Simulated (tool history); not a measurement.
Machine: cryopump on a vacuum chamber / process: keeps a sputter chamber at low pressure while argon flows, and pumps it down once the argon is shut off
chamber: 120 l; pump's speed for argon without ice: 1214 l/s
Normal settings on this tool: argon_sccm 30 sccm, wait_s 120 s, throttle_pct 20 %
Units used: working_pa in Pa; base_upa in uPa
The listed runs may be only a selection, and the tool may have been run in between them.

Run 1, hour 0.0: usual settings. Result: working_pa 0.2098 Pa, base_upa 4.33 uPa.
Run 2, hour 66.5: usual settings but argon_sccm 19 sccm. Result: working_pa 0.1321 Pa, base_upa 4.37 uPa.
Run 3, hour 144.0: usual settings but argon_sccm 19 sccm. Result: working_pa 0.1348 Pa, base_upa 4.57 uPa.
At hour 173.0: leaking fittings of the chamber tightened, without venting.
Run 4, hour 212.9: usual settings but argon_sccm 19 sccm. Result: working_pa 0.1353 Pa, base_upa 1.10 uPa.
Run 5, hour 274.0: usual settings but argon_sccm 19 sccm. Result: working_pa 0.1347 Pa, base_upa 1.11 uPa.
Run 6, hour 339.2: usual settings but argon_sccm 19 sccm. Result: working_pa 0.1355 Pa, base_upa 1.15 uPa.
Run 7, hour 423.4: usual settings but argon_sccm 19 sccm. Result: working_pa 0.1382 Pa, base_upa 1.21 uPa.
Run 8, hour 458.6: usual settings but argon_sccm 19 sccm. Result: working_pa 0.1378 Pa, base_upa 1.26 uPa.
Run 9, hour 545.5: usual settings but argon_sccm 19 sccm. Result: working_pa 0.1399 Pa, base_upa 1.32 uPa.
At hour 625.9: pump warmed up, emptied and cooled again.
Run 10, hour 634.4: usual settings but argon_sccm 19 sccm, throttle_pct 48 %. Result: working_pa 0.0560 Pa, base_upa 1.21 uPa.
Run 11, hour 678.6: usual settings but argon_sccm 19 sccm, throttle_pct 48 %. Result: working_pa 0.0556 Pa, base_upa 1.24 uPa.
Run 12, hour 723.0: usual settings but argon_sccm 16 sccm. Result: working_pa 0.1127 Pa, base_upa 1.31 uPa.
Run 13, hour 790.3: usual settings but argon_sccm 16 sccm. Result: working_pa 0.1122 Pa, base_upa 1.37 uPa.
Run 14, hour 861.3: usual settings but argon_sccm 16 sccm. Result: working_pa 0.1122 Pa, base_upa 1.37 uPa.
Run 15, hour 906.1: usual settings but argon_sccm 16 sccm. Result: working_pa 0.1141 Pa, base_upa 1.37 uPa.
Run 16, hour 944.9: usual settings but throttle_pct 25 %. Result: working_pa 0.1729 Pa, base_upa 1.41 uPa.
Run 17, hour 988.9: usual settings but throttle_pct 55 %. Result: working_pa 0.0825 Pa, base_upa 1.49 uPa.
Run 18, hour 1059.2: usual settings but argon_sccm 52 sccm, wait_s 28 s, throttle_pct 25 %. Result: working_pa 0.3029 Pa, base_upa 4.13 uPa.
Run 19, hour 1107.9: usual settings but argon_sccm 36 sccm, wait_s 57 s, throttle_pct 22 %. Result: working_pa 0.2393 Pa, base_upa 2.39 uPa.
Run 20, hour 1164.4: usual settings but argon_sccm 20 sccm, throttle_pct 51 %. Result: working_pa 0.0608 Pa, base_upa 1.58 uPa.
Run 21, hour 1208.0: usual settings but argon_sccm 16 sccm, wait_s 30 s, throttle_pct 51 %. Result: working_pa 0.0504 Pa, base_upa 3.95 uPa.
Run 22, hour 1278.4: usual settings but argon_sccm 33 sccm, wait_s 56 s, throttle_pct 16 %. Result: working_pa 0.3014 Pa, base_upa 2.62 uPa.
At hour 1289.5: pump warmed up, emptied and cooled again.
Run 23, hour 1321.8: usual settings but argon_sccm 16 sccm, wait_s 168 s, throttle_pct 38 %. Result: working_pa 0.0581 Pa, base_upa 1.26 uPa.
Run 24, hour 1361.9: usual settings but argon_sccm 36 sccm, wait_s 106 s, throttle_pct 16 %. Result: working_pa 0.3115 Pa, base_upa 1.62 uPa.
Run 25, hour 1433.6: usual settings but argon_sccm 36 sccm, wait_s 106 s, throttle_pct 16 %. Result: working_pa 0.3149 Pa, base_upa 1.69 uPa.
Run 26, hour 1485.6: usual settings but wait_s 43 s, throttle_pct 59 %. Result: working_pa 0.0749 Pa, base_upa 2.96 uPa.
Run 27, hour 1538.5: usual settings but wait_s 43 s, throttle_pct 59 %. Result: working_pa 0.0741 Pa, base_upa 3.05 uPa.
Run 28, hour 1594.6: usual settings but wait_s 138 s, throttle_pct 59 %. Result: working_pa 0.0763 Pa, base_upa 1.60 uPa.
Run 29, hour 1649.1: usual settings but argon_sccm 32 sccm, wait_s 38 s, throttle_pct 51 %. Result: working_pa 0.0930 Pa, base_upa 3.38 uPa.
Run 30, hour 1690.6: usual settings but argon_sccm 21 sccm, wait_s 224 s, throttle_pct 57 %. Result: working_pa 0.0567 Pa, base_upa 1.41 uPa.
Run 31, hour 1760.6: usual settings but argon_sccm 21 sccm, wait_s 224 s, throttle_pct 57 %. Result: working_pa 0.0574 Pa, base_upa 1.47 uPa.
Run 32, hour 1826.9: usual settings but argon_sccm 27 sccm, wait_s 43 s, throttle_pct 34 %. Result: working_pa 0.1214 Pa, base_upa 3.28 uPa.
Run 33, hour 1904.9: usual settings but argon_sccm 27 sccm, wait_s 34 s, throttle_pct 35 %. Result: working_pa 0.1173 Pa, base_upa 4.01 uPa.
At hour 1949.7: pump warmed up, emptied and cooled again.
Run 34, hour 1949.7: usual settings but argon_sccm 59 sccm, wait_s 123 s, throttle_pct 23 %. Result: working_pa 0.3592 Pa, base_upa 1.75 uPa.

Branching from run 34: 4 alternative next runs. What would each branch give?
Run A, hour 2007.9: usual settings but argon_sccm 40 sccm, wait_s 63 s. Result: working_pa ?, base_upa ?.
Run B, hour 2007.9: usual settings but argon_sccm 23 sccm, wait_s 38 s, throttle_pct 16 %. Result: working_pa ?, base_upa ?.
Run C, hour 2007.9: usual settings but argon_sccm 13 sccm, wait_s 92 s, throttle_pct 16 %. Result: working_pa ?, base_upa ?.
Run D, hour 2007.9: usual settings but wait_s 134 s. Result: working_pa ?, base_upa ?.

run  working_pa  base_upa
  A      0.2791      2.58
  B      0.2011      3.46
  C      0.1129      2.00
  D      0.2091      1.69
With no hidden state in the tool, these same runs would have given:
run  working_pa  base_upa
  A      0.2777      1.82
  B      0.2003      2.74
  C      0.1125      1.27
  D      0.2081      0.95
